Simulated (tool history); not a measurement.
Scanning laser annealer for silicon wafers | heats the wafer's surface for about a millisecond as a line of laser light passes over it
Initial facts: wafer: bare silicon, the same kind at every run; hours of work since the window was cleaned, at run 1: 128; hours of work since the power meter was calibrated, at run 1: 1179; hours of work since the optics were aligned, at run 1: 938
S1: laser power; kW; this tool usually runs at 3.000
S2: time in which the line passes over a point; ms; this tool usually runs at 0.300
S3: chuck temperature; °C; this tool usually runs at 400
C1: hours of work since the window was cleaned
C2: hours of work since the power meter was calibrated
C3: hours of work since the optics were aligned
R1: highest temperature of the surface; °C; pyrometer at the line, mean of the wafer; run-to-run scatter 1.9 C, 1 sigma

{"run": 1, "day": 0.0, "S1": 3.0, "S2": 0.3, "S3": 400, "C1": 128, "C2": 1179, "C3": 938, "R1": 1203}
{"day": 0.538, "done": "optics aligned, line set to its width"}
{"run": 2, "day": 2.679, "S1": 3.0, "S2": 0.3, "S3": 400, "C1": 173, "C2": 1224, "C3": 39, "R1": 1215}
{"run": 3, "day": 6.825, "S1": 3.0, "S2": 0.3, "S3": 400, "C1": 248, "C2": 1300, "C3": 115, "R1": 1208}
{"run": 4, "day": 8.979, "S1": 3.0, "S2": 0.3, "S3": 400, "C1": 288, "C2": 1339, "C3": 154, "R1": 1205}
{"run": 5, "day": 12.279, "S1": 3.0, "S2": 0.3, "S3": 400, "C1": 348, "C2": 1399, "C3": 214, "R1": 1201}
{"run": 6, "day": 16.075, "S1": 3.0, "S2": 0.268, "S3": 400, "C1": 417, "C2": 1468, "C3": 283, "R1": 1142}
{"run": 7, "day": 18.029, "S1": 2.942, "S2": 0.233, "S3": 379, "C1": 453, "C2": 1504, "C3": 319, "R1": 1045}
{"day": 19.283, "done": "window over the wafer cleaned"}
{"run": 8, "day": 20.767, "S1": 2.856, "S2": 0.3, "S3": 389, "C1": 27, "C2": 1553, "C3": 367, "R1": 1164}
{"run": 9, "day": 25.004, "S1": 2.633, "S2": 0.365, "S3": 387, "C1": 104, "C2": 1630, "C3": 445, "R1": 1171}
{"run": 10, "day": 26.85, "S1": 3.047, "S2": 0.34, "S3": 421, "C1": 138, "C2": 1663, "C3": 478, "R1": 1309}
{"run": 11, "day": 28.675, "S1": 2.923, "S2": 0.285, "S3": 421, "C1": 171, "C2": 1697, "C3": 512, "R1": 1178}
{"run": 12, "day": 32.688, "S1": 3.0, "S2": 0.3, "S3": 419, "C1": 245, "C2": 1770, "C3": 585, "R1": 1221}

Branching from run 12: 4 alternative next runs. What would each branch give?
{"run": "A", "day": 34.967, "S1": 3.029, "S2": 0.3, "S3": 400, "C1": 286, "C2": 1811, "C3": 626, "R1": "?"}
{"run": "B", "day": 34.967, "S1": 3.0, "S2": 0.3, "S3": 375, "C1": 286, "C2": 1811, "C3": 626, "R1": "?"}
{"run": "C", "day": 34.967, "S1": 3.0, "S2": 0.298, "S3": 419, "C1": 286, "C2": 1811, "C3": 626, "R1": "?"}
{"run": "D", "day": 34.967, "S1": 3.0, "S2": 0.37, "S3": 400, "C1": 286, "C2": 1811, "C3": 626, "R1": "?"}

run=A R1=1204
run=B R1=1172
run=C R1=1213
run=D R1=1296
Had the tool no hidden state, the same runs would have come out as:
run=A R1=1233
run=B R1=1201
run=C R1=1242
run=D R1=1329
